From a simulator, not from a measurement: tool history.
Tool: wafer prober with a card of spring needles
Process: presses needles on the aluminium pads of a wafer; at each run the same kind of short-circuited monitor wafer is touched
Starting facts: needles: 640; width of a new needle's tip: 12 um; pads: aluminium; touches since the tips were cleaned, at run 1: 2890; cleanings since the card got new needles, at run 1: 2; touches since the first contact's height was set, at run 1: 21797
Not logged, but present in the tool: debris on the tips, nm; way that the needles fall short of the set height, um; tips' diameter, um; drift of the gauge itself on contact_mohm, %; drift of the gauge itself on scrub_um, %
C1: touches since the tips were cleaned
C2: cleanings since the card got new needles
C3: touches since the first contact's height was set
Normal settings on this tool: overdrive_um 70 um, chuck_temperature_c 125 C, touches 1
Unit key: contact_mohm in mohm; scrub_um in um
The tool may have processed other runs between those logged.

Run 1, hour 0: usual settings; C1 2890; C2 2; C3 21797. Result: contact_mohm 239 mohm, scrub_um 11.925 um.
Run 2, hour 16.9: usual settings but chuck_temperature_c 26 C; C1 6988; C2 2; C3 25895. Result: contact_mohm 266 mohm, scrub_um 11.923 um.
At hour 21.5: tips cleaned on abrasive film.
Run 3, hour 28.7: usual settings but chuck_temperature_c 26 C, touches 3; C1 1748; C2 3; C3 28726. Result: contact_mohm 165 mohm, scrub_um 11.916 um.
Run 4, hour 41: usual settings but touches 3; C1 4716; C2 3; C3 31694. Result: contact_mohm 197 mohm, scrub_um 11.919 um.
At hour 55.1: tips cleaned on abrasive film.
Run 5, hour 56.3: usual settings; C1 288; C2 4; C3 35384. Result: contact_mohm 185 mohm, scrub_um 11.904 um.
Run 6, hour 76.6: usual settings; C1 5208; C2 4; C3 40304. Result: contact_mohm 271 mohm, scrub_um 11.892 um.
At hour 88.6: tips cleaned on abrasive film.
Run 7, hour 94.2: usual settings; C1 1374; C2 5; C3 44555. Result: contact_mohm 207 mohm, scrub_um 11.889 um.
Run 8, hour 114: usual settings; C1 6156; C2 5; C3 49337. Result: contact_mohm 271 mohm, scrub_um 11.884 um.
At hour 122.7: tips cleaned on abrasive film.
Run 9, hour 122.9: usual settings; C1 37; C2 6; C3 51471. Result: contact_mohm 174 mohm, scrub_um 11.882 um.
Run 10, hour 136.9: usual settings but touches 2; C1 3435; C2 6; C3 54869. Result: contact_mohm 212 mohm, scrub_um 11.883 um.
At hour 156.4: tips cleaned on abrasive film.
Run 11, hour 156.4: usual settings but touches 2; C1 0; C2 7; C3 59571. Result: contact_mohm 168 mohm, scrub_um 11.88 um.
Run 12, hour 173.4: usual settings but touches 2; C1 4098; C2 7; C3 63669. Result: contact_mohm 221 mohm, scrub_um 11.885 um.
At hour 174.7: height of the first contact set anew.
Run 13, hour 188.4: usual settings; C1 7670; C2 7; C3 3312. Result: contact_mohm 285 mohm, scrub_um 11.843 um.
At hour 189.7: tips cleaned on abrasive film.
At hour 204.4: height of the first contact set anew, once more.
Run 14, hour 204.4: usual settings but chuck_temperature_c 74 C; C1 3491; C2 8; C3 0. Result: contact_mohm 241 mohm, scrub_um 11.927 um.
Run 15, hour 217.8: usual settings; C1 6736; C2 8; C3 3245. Result: contact_mohm 281 mohm, scrub_um 11.935 um.
At hour 224: tips cleaned on abrasive film.
Run 16, hour 235.1: usual settings but chuck_temperature_c 58 C; C1 2687; C2 9; C3 7410. Result: contact_mohm 225 mohm, scrub_um 11.912 um.
Run 17, hour 247.6: usual settings; C1 5697; C2 9; C3 10420. Result: contact_mohm 270 mohm, scrub_um 11.914 um.
At hour 256.7: tips cleaned on abrasive film.
Run 18, hour 257: usual settings; C1 79; C2 10; C3 12680. Result: contact_mohm 174 mohm, scrub_um 11.912 um.
Run 19, hour 275.3: usual settings but overdrive_um 58 um, chuck_temperature_c 27 C, touches 2; C1 4516; C2 10; C3 17117. Result: contact_mohm 212 mohm, scrub_um 9.875 um.
At hour 290: tips cleaned on abrasive film.
Run 20, hour 290: usual settings but overdrive_um 58 um, chuck_temperature_c 27 C, touches 2; C1 0; C2 11; C3 20644. Result: contact_mohm 157 mohm, scrub_um 9.87 um.
Run 21, hour 307.2: usual settings but chuck_temperature_c 32 C, touches 3; C1 4185; C2 11; C3 24829. Result: contact_mohm 182 mohm, scrub_um 11.903 um.
At hour 322.8: tips cleaned on abrasive film.
Run 22, hour 328.1: usual settings but chuck_temperature_c 93 C, touches 2; C1 1283; C2 12; C3 29860. Result: contact_mohm 186 mohm, scrub_um 11.903 um.
Run 23, hour 348.8: usual settings but chuck_temperature_c 78 C, touches 2; C1 6288; C2 12; C3 34865. Result: contact_mohm 224 mohm, scrub_um 11.891 um.
At hour 355.8: tips cleaned on abrasive film.
Run 24, hour 362.3: usual settings but overdrive_um 77 um, chuck_temperature_c 34 C; C1 1576; C2 13; C3 38128. Result: contact_mohm 196 mohm, scrub_um 13.08 um.
Run 25, hour 380.7: usual settings but overdrive_um 57 um, chuck_temperature_c 49 C; C1 6021; C2 13; C3 42573. Result: contact_mohm 277 mohm, scrub_um 9.664 um.
At hour 389.7: tips cleaned on abrasive film.
Run 26, hour 399.5: usual settings but overdrive_um 81 um, chuck_temperature_c 79 C; C1 2380; C2 14; C3 47101. Result: contact_mohm 213 mohm, scrub_um 13.753 um.
Run 27, hour 410.7: usual settings but overdrive_um 81 um, chuck_temperature_c 79 C; C1 5086; C2 14; C3 49807. Result: contact_mohm 245 mohm, scrub_um 13.764 um.
At hour 422.5: tips cleaned on abrasive film.
Run 28, hour 422.5: usual settings but chuck_temperature_c 32 C, touches 2; C1 0; C2 15; C3 52646. Result: contact_mohm 149 mohm, scrub_um 11.875 um.
Run 29, hour 438.5: usual settings but chuck_temperature_c 52 C, touches 3; C1 3875; C2 15; C3 56521. Result: contact_mohm 179 mohm, scrub_um 11.866 um.
Run 30, hour 451.5: usual settings but overdrive_um 74 um, chuck_temperature_c 26 C; C1 7040; C2 15; C3 59686. Result: contact_mohm 252 mohm, scrub_um 12.551 um.
At hour 455.5: tips cleaned on abrasive film.
Run 31, hour 462.1: usual settings but overdrive_um 66 um, chuck_temperature_c 50 C, touches 2; C1 1610; C2 16; C3 62222. Result: contact_mohm 185 mohm, scrub_um 11.176 um.
Run 32, hour 477.7: usual settings but overdrive_um 66 um, chuck_temperature_c 50 C, touches 2; C1 5376; C2 16; C3 65988. Result: contact_mohm 216 mohm, scrub_um 11.171 um.
At hour 488.7: tips cleaned on abrasive film.
Run 33, hour 488.7: usual settings but overdrive_um 66 um, chuck_temperature_c 50 C, touches 2; C1 0; C2 17; C3 68636. Result: contact_mohm 154 mohm, scrub_um 11.159 um.
Run 34, hour 509.2: usual settings but overdrive_um 76 um, touches 2; C1 4964; C2 17; C3 73600. Result: contact_mohm 221 mohm, scrub_um 12.87 um.
At hour 521.5: tips cleaned on abrasive film.
Run 35, hour 521.5: usual settings but overdrive_um 76 um, touches 2; C1 0; C2 18; C3 76561. Result: contact_mohm 165 mohm, scrub_um 12.871 um.

Each row is a separate what-if for the run after 35, all from the same tool condition, not one after another. Results?
Run A, hour 542.9: usual settings but chuck_temperature_c 32 C; C1 5179; C2 18; C3 81740. Result: contact_mohm ?, scrub_um ?.
Run B, hour 542.9: usual settings but overdrive_um 52 um, chuck_temperature_c 29 C, touches 2; C1 5179; C2 18; C3 81740. Result: contact_mohm ?, scrub_um ?.
Run C, hour 542.9: usual settings but touches 2; C1 5179; C2 18; C3 81740. Result: contact_mohm ?, scrub_um ?.

run  contact_mohm  scrub_um
  A           254    11.848
  B           235     8.769
  C           224     11.85
With no hidden state in the tool, these same runs would have given:
run  contact_mohm  scrub_um
  A           147    11.941
  B           145     8.862
  C           162    11.942

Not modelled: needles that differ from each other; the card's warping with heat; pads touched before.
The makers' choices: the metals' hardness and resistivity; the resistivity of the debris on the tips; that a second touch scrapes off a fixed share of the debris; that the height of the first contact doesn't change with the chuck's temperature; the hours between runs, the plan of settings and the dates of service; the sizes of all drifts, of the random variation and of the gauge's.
